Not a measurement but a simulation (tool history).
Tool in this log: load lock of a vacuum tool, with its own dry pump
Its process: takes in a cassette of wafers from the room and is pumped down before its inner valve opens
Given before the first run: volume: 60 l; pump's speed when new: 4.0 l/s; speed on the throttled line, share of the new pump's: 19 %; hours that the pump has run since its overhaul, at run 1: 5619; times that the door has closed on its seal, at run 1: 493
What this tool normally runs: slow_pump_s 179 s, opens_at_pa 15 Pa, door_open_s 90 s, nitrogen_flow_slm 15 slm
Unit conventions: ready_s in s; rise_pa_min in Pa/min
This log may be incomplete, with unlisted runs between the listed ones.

run	hour	slow_pump_s	opens_at_pa	door_open_s	nitrogen_flow_slm	hours that the pump has run since its overhaul	times that the door has closed on its seal	incoming humidity of the room's air, %	ready_s	rise_pa_min
1	0.0	179	15	90	15	5619	493	42.6	275.8	0.036
2	161.0	179	15	90	15	5780	1247	41.8	279.8	0.043
3	312.2	179	15	90	15	5931	1956	43.8	279.4	0.037
4	472.7	179	15	90	15	6092	2708	45.7	279.5	0.034
5	627.1	179	15	90	15	6246	3432	44.6	278.9	0.046
6	800.3	179	15	90	15	6419	4243	44.2	278.6	0.045
7	968.2	179	15	90	15	6587	5030	46.5	281.1	0.049
8	1184.6	179	15	90	15	6804	6044	42.6	279.9	0.043
9	1374.8	179	15	90	44	6994	6935	41.0	278.2	0.030
10	1541.5	179	15	90	44	7161	7716	43.3	279.1	0.033
11	1694.6	154	15	90	44	7314	8433	43.8	259.0	0.041
12	1803.3	154	15	90	44	7422	8943	46.5	259.7	0.035
13	1990.8	179	22	77	15	7610	9821	47.9	273.1	0.050
14	2082.3	245	14	77	15	7701	10250	46.2	334.8	0.054
15	2247.9	100	14	77	12	7867	11026	42.7	218.0	0.059
16	2411.8	179	15	226	15	8031	11794	45.0	282.4	0.071
17	2555.4	172	15	46	22	8174	12467	45.5	275.0	0.049
18	2765.4	179	12	90	15	8384	13451	41.3	283.2	0.058
19	2858.9	127	15	192	15	8478	13889	47.7	238.4	0.081

Forecast each of these 4 alternatives for the next run:
A	3030.9	202	15	90	15	8650	14695	46.5	?	?
B	3030.9	158	15	34	7	8650	14695	45.9	?	?
C	3030.9	114	25	192	15	8650	14695	46.0	?	?
D	3030.9	107	15	196	36	8650	14695	43.9	?	?

run	ready_s	rise_pa_min
A	299.2	0.066
B	263.2	0.066
C	220.2	0.075
D	222.2	0.056
What these runs would have given with no unlogged condition in the tool:
run	ready_s	rise_pa_min
A	296.4	0.037
B	260.2	0.038
C	217.2	0.046
D	218.9	0.028
